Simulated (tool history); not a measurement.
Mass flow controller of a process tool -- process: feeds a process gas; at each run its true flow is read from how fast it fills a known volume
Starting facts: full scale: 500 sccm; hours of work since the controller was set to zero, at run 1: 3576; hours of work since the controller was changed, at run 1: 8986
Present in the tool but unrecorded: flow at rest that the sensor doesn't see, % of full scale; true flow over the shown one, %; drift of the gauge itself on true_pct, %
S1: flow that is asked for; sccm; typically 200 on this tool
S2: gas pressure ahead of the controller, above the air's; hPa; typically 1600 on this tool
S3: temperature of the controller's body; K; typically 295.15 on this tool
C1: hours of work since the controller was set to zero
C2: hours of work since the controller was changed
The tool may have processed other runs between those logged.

Run 1, hour 0.0: usual settings; C1 3576; C2 8986. Result: true flow (%) 99.24.
Run 2, hour 241.7: usual settings; C1 3763; C2 9173. Result: true flow (%) 99.29.
Run 3, hour 379.9: usual settings; C1 3870; C2 9280. Result: true flow (%) 99.26.
Run 4, hour 656.8: usual settings; C1 4084; C2 9494. Result: true flow (%) 99.18.
Run 5, hour 843.4: usual settings; C1 4228; C2 9638. Result: true flow (%) 99.19.
Run 6, hour 992.4: usual settings; C1 4343; C2 9754. Result: true flow (%) 99.23.
Run 7, hour 1248.8: usual settings; C1 4542; C2 9952. Result: true flow (%) 99.15.
Run 8, hour 1426.4: usual settings; C1 4679; C2 10089. Result: true flow (%) 99.08.
Run 9, hour 1613.9: usual settings; C1 4824; C2 10234. Result: true flow (%) 99.24.
Run 10, hour 1807.3: usual settings; C1 4974; C2 10384. Result: true flow (%) 99.13.
Run 11, hour 2106.7: usual settings; C1 5205; C2 10616. Result: true flow (%) 99.22.
At hour 2130.2: controller's zero set anew.
Run 12, hour 2411.0: usual settings; C1 217; C2 10851. Result: true flow (%) 99.11.
Run 13, hour 2603.3: usual settings; C1 366; C2 10999. Result: true flow (%) 99.09.
Run 14, hour 2748.2: usual settings but S2 2090 hPa; C1 478; C2 11111. Result: true flow (%) 98.97.
Run 15, hour 2875.8: usual settings but S1 101 sccm, S2 2090 hPa; C1 577; C2 11210. Result: true flow (%) 98.63.
Run 16, hour 3066.4: usual settings but S1 119 sccm, S2 1540 hPa, S3 307.15 K; C1 724; C2 11357. Result: true flow (%) 99.80.
Run 17, hour 3224.4: usual settings but S1 198 sccm, S2 1590 hPa, S3 299.15 K; C1 846; C2 11480. Result: true flow (%) 99.41.
Run 18, hour 3371.4: usual settings but S1 198 sccm, S2 1590 hPa, S3 299.15 K; C1 960; C2 11593. Result: true flow (%) 99.48.
Run 19, hour 3678.2: usual settings but S1 198 sccm, S2 1590 hPa, S3 302.15 K; C1 1197; C2 11831. Result: true flow (%) 99.58.
Run 20, hour 3817.2: usual settings but S1 333 sccm, S2 1810 hPa, S3 297.15 K; C1 1305; C2 11938. Result: true flow (%) 99.59.
Run 21, hour 4087.5: usual settings but S1 63 sccm, S2 2130 hPa, S3 308.15 K; C1 1514; C2 12147. Result: true flow (%) 99.26.
Run 22, hour 4339.2: usual settings but S1 63 sccm, S2 2130 hPa, S3 308.15 K; C1 1708; C2 12342. Result: true flow (%) 99.45.
Run 23, hour 4530.7: usual settings but S1 63 sccm, S2 2130 hPa, S3 308.15 K; C1 1857; C2 12490. Result: true flow (%) 99.25.
Run 24, hour 4819.2: usual settings but S1 171 sccm; C1 2080; C2 12713. Result: true flow (%) 99.11.
Run 25, hour 5000.0: usual settings but S1 314 sccm, S2 1400 hPa, S3 303.15 K; C1 2220; C2 12853. Result: true flow (%) 100.07.
Run 26, hour 5249.7: usual settings but S1 314 sccm, S2 1400 hPa, S3 303.15 K; C1 2413; C2 13046. Result: true flow (%) 100.02.
Run 27, hour 5400.4: usual settings but S1 314 sccm, S2 1400 hPa, S3 303.15 K; C1 2529; C2 13163. Result: true flow (%) 100.08.
Run 28, hour 5697.3: usual settings but S1 56 sccm, S2 2530 hPa, S3 296.15 K; C1 2759; C2 13392. Result: true flow (%) 98.45.
At hour 5879.9: controller exchanged for a calibrated one.
Run 29, hour 5947.5: usual settings but S1 308 sccm, S2 2420 hPa, S3 303.15 K; C1 52; C2 52. Result: true flow (%) 99.56.

What if the next run were any one of these 4? Each begins from the tool's condition after run 29:
Run A, hour 6199.2: usual settings but S1 61 sccm, S2 2420 hPa, S3 310.15 K; C1 247; C2 247. Result: true flow (%) ?.
Run B, hour 6199.2: usual settings but S2 2080 hPa; C1 247; C2 247. Result: true flow (%) ?.
Run C, hour 6199.2: usual settings but S1 108 sccm, S2 1730 hPa, S3 299.15 K; C1 247; C2 247. Result: true flow (%) ?.
Run D, hour 6199.2: usual settings but S1 308 sccm, S2 2420 hPa, S3 298.15 K; C1 247; C2 247. Result: true flow (%) ?.

run  true flow (%)
  A          99.35
  B          98.95
  C          99.10
  D          99.39
Stripped of hidden state, with their random variation kept, the same runs would have yielded:
run  true flow (%)
  A          99.35
  B          98.95
  C          99.10
  D          99.39
